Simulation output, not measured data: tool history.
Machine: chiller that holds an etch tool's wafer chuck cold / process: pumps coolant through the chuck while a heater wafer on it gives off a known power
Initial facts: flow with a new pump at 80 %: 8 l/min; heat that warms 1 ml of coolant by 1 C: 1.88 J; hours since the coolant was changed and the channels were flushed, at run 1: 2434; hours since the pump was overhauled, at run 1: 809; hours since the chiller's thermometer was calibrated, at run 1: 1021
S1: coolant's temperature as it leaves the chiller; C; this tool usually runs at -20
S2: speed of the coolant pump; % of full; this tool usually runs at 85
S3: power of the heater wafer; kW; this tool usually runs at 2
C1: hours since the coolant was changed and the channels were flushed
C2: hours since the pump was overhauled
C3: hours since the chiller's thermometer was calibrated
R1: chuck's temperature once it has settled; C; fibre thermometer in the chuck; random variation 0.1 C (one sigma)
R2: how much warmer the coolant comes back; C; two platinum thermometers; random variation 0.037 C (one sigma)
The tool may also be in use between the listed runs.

run	hour	S1	S2	S3	C1	C2	C3	R1	R2
1	0	-20	85	2	2434	809	1021	5.9	7.76
2	22.6	-20	85	2	2457	832	1044	6.2	7.68
3	74.2	-20	85	2	2509	884	1096	6.1	7.69
4	114.9	-20	85	2	2549	924	1136	6.2	7.67
5	154.8	-20	85	2	2589	964	1176	6.2	7.75
6	188.2	-13	72	1.677	2623	998	1210	11.5	7.71
7	221.8	-23	71	2	2656	1031	1243	6.4	9.43
# hour 225.7: chiller's thermometer calibrated
8	262.6	-23	71	2	2696	1071	37	6.5	9.39
9	312	-20	62	1.186	2745	1120	86	-1	6.55
10	361	-11	64	1.747	2794	1169	135	16.5	9.24

For some of the steps in R1 from one run to the next: how much would appear even if the tool had no hidden state, given the settings, what came in and random variation, and how much remains for the hidden state plus any gauge scatter that the measured result and the result without hidden state don't share?
The hidden state here: heat passed by the chuck's channels, % of clean ones'; flow at a given pump speed, % of a new pump's; coolant's true temperature over the reading, C; drift of the gauge itself on chuck_c, C; drift of the gauge itself on warmer_back_c, C.
Run 8 -> 9: S1 -23 -> -20, S2 71 -> 62, S3 2 -> 1.186. R1 -7.5 C: hidden state -0.9, all else -6.6.
Run 9 -> 10: S1 -20 -> -11, S2 62 -> 64, S3 1.186 -> 1.747. R1 +17.5 C: hidden state +0.9, all else +16.6.
